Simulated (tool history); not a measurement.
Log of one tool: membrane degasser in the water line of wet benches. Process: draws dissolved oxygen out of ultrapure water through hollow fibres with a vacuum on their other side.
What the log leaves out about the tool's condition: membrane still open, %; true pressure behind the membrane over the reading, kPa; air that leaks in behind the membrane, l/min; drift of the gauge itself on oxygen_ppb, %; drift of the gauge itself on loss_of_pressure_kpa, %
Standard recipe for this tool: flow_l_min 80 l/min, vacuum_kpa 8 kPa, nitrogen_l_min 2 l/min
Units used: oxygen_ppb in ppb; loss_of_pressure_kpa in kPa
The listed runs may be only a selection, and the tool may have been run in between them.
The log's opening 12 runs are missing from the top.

run,hour,flow_l_min,vacuum_kpa,nitrogen_l_min,hours since the membrane was changed,hours since the vacuum gauge was calibrated,hours since the vacuum lines were made tight,oxygen_ppb,loss_of_pressure_kpa
13,464.9,80,8,3.22,1504,8168,3873,457.2,36.24
14,492.6,58,8,3.22,1532,8195,3900,312.6,26.38
15,527.3,58,8,3.22,1566,8230,3935,309.4,26.22
16,577.8,58,8,3.22,1617,8281,3985,310.6,26.38
17,618.9,75,19.18,1.01,1658,8322,4027,1826.1,34.12
18,658.1,64,5.83,5.74,1697,8361,4066,216.4,28.84
19,696.8,79,8,2.93,1736,8400,4105,474.4,35.7
20,720.6,79,8,2.93,1760,8423,4128,487,35.56
21,759.9,117,8.34,2.08,1799,8463,4168,867.4,52.74
22,788.9,108,15,1.82,1828,8492,4197,1411.1,48.66
23,811.2,108,15,1.82,1850,8514,4219,1425.7,49.18
24,847.3,108,13.42,1.82,1886,8550,4255,1290.9,48.68
25,882.2,64,9.01,1.74,1921,8585,4290,549.7,28.64
26,930,118,16.71,1.74,1969,8633,4338,1721,52.94
27,981.8,49,18.14,2.15,2021,8685,4389,767.4,22.04
28,1019.6,49,18.14,2.15,2059,8722,4427,768.6,22.15
29,1053.6,101,8.93,1.54,2093,8756,4461,904.9,45.43
30,1079.6,101,8.93,1.54,2119,8782,4487,912.3,45.22
31,1122.3,80,8.9,4.92,2161,8825,4530,418.9,35.9

Run 32 is up next; what results do you expect?
# hour 1164.7: vacuum gauge calibrated
32,1167.9,80,5.52,0.9,2206,3,4575,?,?

Run 32 measured oxygen_ppb 532.9 ppb, loss_of_pressure_kpa 35.87 kPa.
Without the tool's hidden state the same run would have given oxygen_ppb 532.9 ppb, loss_of_pressure_kpa 36.75 kPa.

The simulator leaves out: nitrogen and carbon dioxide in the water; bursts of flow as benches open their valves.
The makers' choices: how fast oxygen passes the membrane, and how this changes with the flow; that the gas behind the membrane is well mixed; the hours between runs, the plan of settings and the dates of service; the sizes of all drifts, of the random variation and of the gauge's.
